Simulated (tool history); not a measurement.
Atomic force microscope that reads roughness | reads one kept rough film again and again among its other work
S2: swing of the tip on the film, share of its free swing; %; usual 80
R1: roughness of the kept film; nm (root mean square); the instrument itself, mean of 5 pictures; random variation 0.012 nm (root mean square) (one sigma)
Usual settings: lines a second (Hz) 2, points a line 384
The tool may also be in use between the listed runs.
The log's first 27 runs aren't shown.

run 28 hour=1169.1 | lines_a_second_(Hz)=0.54 S2=80 points_a_line=938 | R1=2.829
run 29 hour=1197.1 | lines_a_second_(Hz)=0.54 S2=80 points_a_line=938 | R1=2.825
run 30 hour=1221.4 | lines_a_second_(Hz)=1.36 S2=85 points_a_line=295 | R1=2.576
-- hour=1252.2 new tip fitted
run 31 hour=1260.2 | lines_a_second_(Hz)=1.36 S2=85 points_a_line=295 | R1=2.807
run 32 hour=1303.8 | lines_a_second_(Hz)=1.21 S2=59 points_a_line=1015 | R1=3.067
run 33 hour=1330.4 | lines_a_second_(Hz)=1.21 S2=59 points_a_line=1015 | R1=3.029
run 34 hour=1364.6 | lines_a_second_(Hz)=3.21 S2=59 points_a_line=1015 | R1=2.888
run 35 hour=1425 | lines_a_second_(Hz)=1.63 S2=69 points_a_line=779 | R1=2.806
run 36 hour=1465.8 | lines_a_second_(Hz)=1.63 S2=69 points_a_line=678 | R1=2.772
run 37 hour=1508.3 | lines_a_second_(Hz)=1.63 S2=69 points_a_line=678 | R1=2.754
run 38 hour=1554.9 | lines_a_second_(Hz)=1.63 S2=69 points_a_line=936 | R1=2.718

5 ways to go on from here, each from the tool as it stands after run 38. What would each give?
-- hour=1564.3 new tip fitted
run A hour=1596.3 | lines_a_second_(Hz)=2.88 S2=69 points_a_line=936 | R1=?
-- hour=1564.3 new tip fitted
run B hour=1596.3 | lines_a_second_(Hz)=1.36 S2=64 points_a_line=551 | R1=?
-- hour=1564.3 new tip fitted
run C hour=1596.3 | lines_a_second_(Hz)=2.06 S2=69 points_a_line=390 | R1=?
-- hour=1564.3 new tip fitted
run D hour=1596.3 | lines_a_second_(Hz)=3.95 S2=80 points_a_line=892 | R1=?
-- hour=1564.3 new tip fitted
run E hour=1596.3 | lines_a_second_(Hz)=2.36 S2=69 points_a_line=936 | R1=?

run=A R1=2.806
run=B R1=3.031
run=C R1=2.879
run=D R1=2.405
run=E R1=2.845
Without the tool's hidden state the same runs would have given:
run=A R1=2.877
run=B R1=3.107
run=C R1=2.952
run=D R1=2.466
run=E R1=2.917
